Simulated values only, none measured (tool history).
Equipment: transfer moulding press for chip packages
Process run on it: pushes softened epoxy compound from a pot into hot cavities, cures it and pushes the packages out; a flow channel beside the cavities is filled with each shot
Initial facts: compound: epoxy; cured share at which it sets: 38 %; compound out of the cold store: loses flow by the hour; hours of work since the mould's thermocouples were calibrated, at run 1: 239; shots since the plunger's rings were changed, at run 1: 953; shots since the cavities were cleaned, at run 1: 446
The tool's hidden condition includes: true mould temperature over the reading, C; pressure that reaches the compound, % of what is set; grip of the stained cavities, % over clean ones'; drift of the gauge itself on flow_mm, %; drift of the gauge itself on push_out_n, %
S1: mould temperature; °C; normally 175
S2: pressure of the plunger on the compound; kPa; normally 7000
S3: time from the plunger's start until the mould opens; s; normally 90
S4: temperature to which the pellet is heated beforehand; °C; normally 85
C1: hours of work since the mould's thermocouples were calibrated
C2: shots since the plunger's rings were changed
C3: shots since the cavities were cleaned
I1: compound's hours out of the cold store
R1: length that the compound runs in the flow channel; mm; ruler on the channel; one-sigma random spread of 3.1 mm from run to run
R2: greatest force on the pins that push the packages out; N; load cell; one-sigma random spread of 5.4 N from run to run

run   hour   S1    S2   S3  S4   C1    C2   C3    I1   R1   R2
  1      0  175  7000   90  85  239   953  446  34.2  737  256
        26  -- cavities cleaned with cleaning compound and waxed
  2   28.8  170  7000   90  85  253  1221   27  47.7  728  225
  3   72.9  170  7000   90  85  276  1654  460  34.1  760  295
      97.3  -- cavities cleaned with cleaning compound and waxed
  4  118.6  175  7070   90  85  300  2088  209  35.9  728  223
  5  147.1  181  7000   90  85  314  2367  488  34.6  706  261
     167.7  -- cavities cleaned with cleaning compound and waxed
  6  167.7  181  7000   90  85  324  2556    0  32.1  707  179
  7  199.4  175  7000   78  85  341  2867  311  17.8  752  264
     239.6  -- cavities cleaned with cleaning compound and waxed
  8  243.5  175  7000   90  85  363  3284   38  41.6  708  182
  9  284.2  175  7000   90  79  384  3684  438  32.8  721  256
     311.1  -- cavities cleaned with cleaning compound and waxed
 10    322  177  7000   90  85  403  4040  107    16  749  206
 11    341  175  7000   90  79  413  4226  293  37.6  710  250
 12  371.4  175  7000   90  79  429  4525  592  13.3  757  287
     383.3  -- cavities cleaned with cleaning compound and waxed
 13  404.9  175  7000   90  79  446  4839  213    29  730  215
 14  437.2  175  7000  118  79  463  5156  530     9  763  253
     454.8  -- cavities cleaned with cleaning compound and waxed
 15  460.9  167  5470  123  91  474  5373   60  19.6  682  191
 16  491.5  167  7960  123  76  490  5674  361  26.1  810  240
     526.8  -- cavities cleaned with cleaning compound and waxed
 17  529.9  172  7960  123  88  510  6036   31  32.1  770  175
 18  561.3  175  7720   90  80  526  6344  339  31.2  750  251
     586.4  -- plunger's sealing rings changed
     600.9  -- cavities cleaned with cleaning compound and waxed
 19  609.7  177  7720   90  87  549   214   86  40.9  754  195
 20    630  177  7720   90  87  560   413  285  38.4  758  237
 21  661.4  179  7000   90  85  576   721  593  44.2  704  267
     673.1  -- cavities cleaned with cleaning compound and waxed
 22  702.8  179  7000   90  90  597  1113  291  45.1  699  232
     721.7  -- mould's thermocouples calibrated
 23  726.5  179  6420  122  82    3  1326  504  38.7  682  248
     747.6  -- cavities cleaned with cleaning compound and waxed
 24  754.5  174  7000   91  85   16  1586   68  18.4  768  207
 25  773.9  174  8010   97  86   26  1776  258  21.1  819  231
       818  -- cavities cleaned with cleaning compound and waxed
 26    818  175  7000   75  85   49  2194    0  37.1  727  208
 27  836.4  170  5340   82  85   58  2375  181  38.3  649  291
 28    859  175  7000  100  90   70  2597  403  13.9  770  243

Run by run, hidden condition taken away, random variation retained:
run   R1   R2
  1  744  178
  2  737  219
  3  773  205
  4  742  176
  5  721  174
  6  723  178
  7  771  205
  8  727  174
  9  743  182
 10  774  174
 11  735  187
 12  786  189
 13  759  175
 14  796  169
 15  713  179
 16  848  174
 17  809  168
 18  789  187
 19  761  175
 20  766  180
 21  712  172
 22  709  179
 23  688  169
 24  777  189
 25  829  177
 26  739  210
 27  661  243
 28  785  172
